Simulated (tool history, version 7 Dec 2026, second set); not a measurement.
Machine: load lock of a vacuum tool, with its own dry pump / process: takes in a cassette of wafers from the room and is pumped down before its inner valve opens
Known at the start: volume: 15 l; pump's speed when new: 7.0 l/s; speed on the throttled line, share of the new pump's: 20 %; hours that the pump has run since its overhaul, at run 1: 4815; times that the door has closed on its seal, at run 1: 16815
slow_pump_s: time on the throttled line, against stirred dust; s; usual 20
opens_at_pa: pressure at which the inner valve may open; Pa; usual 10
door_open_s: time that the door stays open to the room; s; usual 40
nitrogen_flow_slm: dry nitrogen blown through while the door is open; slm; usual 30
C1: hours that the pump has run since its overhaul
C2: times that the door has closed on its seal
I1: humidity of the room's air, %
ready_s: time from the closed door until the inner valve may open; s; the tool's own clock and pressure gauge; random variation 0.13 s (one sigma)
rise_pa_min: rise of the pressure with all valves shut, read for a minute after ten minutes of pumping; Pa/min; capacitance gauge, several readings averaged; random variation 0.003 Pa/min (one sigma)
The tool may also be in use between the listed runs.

Run 1, hour 0: usual settings; C1 4815; C2 16815; I1 43.5. Result: ready_s 36.3 s, rise_pa_min 0.252 Pa/min.
Run 2, hour 160.7: usual settings; C1 4975; C2 17161; I1 46.3. Result: ready_s 36.3 s, rise_pa_min 0.253 Pa/min.
Run 3, hour 539.7: usual settings but door_open_s 182 s; C1 5354; C2 17977; I1 46.7. Result: ready_s 36 s, rise_pa_min 0.291 Pa/min.
Run 4, hour 799.9: usual settings but door_open_s 182 s; C1 5614; C2 18538; I1 47.8. Result: ready_s 36.5 s, rise_pa_min 0.304 Pa/min.
Run 5, hour 970.8: usual settings but door_open_s 226 s; C1 5785; C2 18906; I1 50.2. Result: ready_s 36 s, rise_pa_min 0.323 Pa/min.
Run 6, hour 1192: usual settings but door_open_s 226 s; C1 6007; C2 19382; I1 45.1. Result: ready_s 36.3 s, rise_pa_min 0.33 Pa/min.
Run 7, hour 1510.2: usual settings but nitrogen_flow_slm 9 slm; C1 6325; C2 20067; I1 45. Result: ready_s 36.1 s, rise_pa_min 0.328 Pa/min.
Run 8, hour 1726.5: usual settings; C1 6541; C2 20533; I1 46.2. Result: ready_s 36.3 s, rise_pa_min 0.33 Pa/min.
At hour 1800.4: door's seal changed, seat wiped.
Run 9, hour 2054.4: usual settings; C1 6868; C2 547; I1 48.5. Result: ready_s 36.2 s, rise_pa_min 0.033 Pa/min.
Run 10, hour 2302.1: usual settings; C1 7115; C2 1080; I1 47.2. Result: ready_s 36.5 s, rise_pa_min 0.036 Pa/min.
Run 11, hour 2636.9: usual settings; C1 7450; C2 1801; I1 39.9. Result: ready_s 36.7 s, rise_pa_min 0.029 Pa/min.
Run 12, hour 2901.6: usual settings; C1 7715; C2 2371; I1 43.8. Result: ready_s 36.4 s, rise_pa_min 0.033 Pa/min.
Run 13, hour 3263.9: usual settings; C1 8077; C2 3151; I1 46.7. Result: ready_s 36.5 s, rise_pa_min 0.043 Pa/min.
Run 14, hour 3445.3: usual settings; C1 8258; C2 3542; I1 45.9. Result: ready_s 36.5 s, rise_pa_min 0.048 Pa/min.
Run 15, hour 3687.8: usual settings; C1 8501; C2 4064; I1 41.4. Result: ready_s 36.5 s, rise_pa_min 0.051 Pa/min.
Run 16, hour 3999: usual settings; C1 8812; C2 4734; I1 44.3. Result: ready_s 36.4 s, rise_pa_min 0.058 Pa/min.
Run 17, hour 4305.7: usual settings but slow_pump_s 23 s; C1 9119; C2 5394; I1 43.9. Result: ready_s 38.8 s, rise_pa_min 0.06 Pa/min.
Run 18, hour 4625.1: usual settings but door_open_s 151 s; C1 9438; C2 6082; I1 48.5. Result: ready_s 36.9 s, rise_pa_min 0.083 Pa/min.
Run 19, hour 4983.4: usual settings but slow_pump_s 19 s, opens_at_pa 19 Pa, door_open_s 104 s; C1 9797; C2 6853; I1 45. Result: ready_s 34.3 s, rise_pa_min 0.087 Pa/min.
Run 20, hour 5315.4: usual settings but slow_pump_s 19 s, opens_at_pa 19 Pa, door_open_s 104 s; C1 10128; C2 7568; I1 47.4. Result: ready_s 34.6 s, rise_pa_min 0.093 Pa/min.
Run 21, hour 5613.6: usual settings but opens_at_pa 18 Pa, door_open_s 53 s, nitrogen_flow_slm 19 slm; C1 10427; C2 8210; I1 44.5. Result: ready_s 35.3 s, rise_pa_min 0.106 Pa/min.
Run 22, hour 5967.8: usual settings but opens_at_pa 18 Pa, door_open_s 53 s, nitrogen_flow_slm 19 slm; C1 10781; C2 8973; I1 43.2. Result: ready_s 35.3 s, rise_pa_min 0.115 Pa/min.
Run 23, hour 6236.3: usual settings but opens_at_pa 18 Pa, door_open_s 53 s, nitrogen_flow_slm 19 slm; C1 11049; C2 9551; I1 43.7. Result: ready_s 35.3 s, rise_pa_min 0.117 Pa/min.
Run 24, hour 6529.3: usual settings but slow_pump_s 19 s, opens_at_pa 11 Pa; C1 11342; C2 10182; I1 45.3. Result: ready_s 35.8 s, rise_pa_min 0.118 Pa/min.

For run 25, what comes out?
Run 25, hour 6758: usual settings but slow_pump_s 29 s, opens_at_pa 11 Pa, door_open_s 73 s; C1 11571; C2 10674; I1 47.7. Result: ready_s ?, rise_pa_min ?.

ready_s: 44 s
rise_pa_min: 0.131 Pa/min
With no hidden state in the tool, this same run would have given ready_s 43.3 s, rise_pa_min 0.028 Pa/min.
